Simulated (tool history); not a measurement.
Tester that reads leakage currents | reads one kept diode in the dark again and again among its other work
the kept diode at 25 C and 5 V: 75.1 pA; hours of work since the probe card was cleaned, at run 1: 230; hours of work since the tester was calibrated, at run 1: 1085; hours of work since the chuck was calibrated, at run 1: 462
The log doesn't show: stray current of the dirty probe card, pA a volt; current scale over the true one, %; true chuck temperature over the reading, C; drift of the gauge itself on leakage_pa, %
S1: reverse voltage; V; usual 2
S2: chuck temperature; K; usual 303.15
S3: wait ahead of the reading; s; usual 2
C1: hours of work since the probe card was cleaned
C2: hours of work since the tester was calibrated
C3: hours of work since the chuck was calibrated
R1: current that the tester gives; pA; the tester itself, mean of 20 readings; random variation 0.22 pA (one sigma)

run	day	S1	S2	S3	C1	C2	C3	R1
1	0	2	303.15	2	230	1085	462	72.82
2	1.779	2	303.15	2	259	1114	491	72.53
3	2.917	2	303.15	2	277	1132	510	73.1
4	4.7	5.04	303.15	2	306	1161	539	109.44
5	6.988	5.04	303.15	2	343	1198	576	108.96
6	9.375	5.04	303.15	2	382	1237	615	108.66
7	11.096	2	303.15	2	410	1265	643	73.16
8	13.058	2	303.15	2	442	1297	675	72.57
9	14.429	2	312.15	2	464	1319	697	134.69
10	15.679	2	303.15	2	485	1340	717	72.99
11	17.267	2	303.15	2	511	1365	743	72.76
12	18.592	2	303.15	2	532	1387	765	72.78
13	19.892	2	303.15	2	553	1408	786	72.55
14	21.583	2	309.15	1.83	581	1436	813	110.23
15	23.812	1.61	309.15	1.83	617	1472	850	100.09
16	25.9	1.08	310.15	7.04	651	1506	884	90.06
17	27.342	1.08	320.15	9.13	674	1529	907	173.52
18	28.946	2	303.15	5.76	701	1555	933	72.75
19	31.471	3.88	322.15	5.76	742	1596	974	344.63
20	33.012	3.88	322.15	5.76	767	1622	999	344.59
21	35.112	3.88	322.15	5.76	801	1656	1033	344.74
22	37.325	8.98	322.15	4.64	837	1692	1069	493.82
23	39.346	8.98	327.15	2.15	870	1725	1102	674.27

Forecast each of these 3 alternatives for the next run:
A	40.796	4.17	303.15	2	893	1748	1126	?
B	40.796	1.61	307.15	0.75	893	1748	1126	?
C	40.796	2	332.15	2	893	1748	1126	?

run	R1
A	100.27
B	87.59
C	470.7
Without the tool's hidden state the same runs would have given:
run	R1
A	100.15
B	87.5
C	470.31
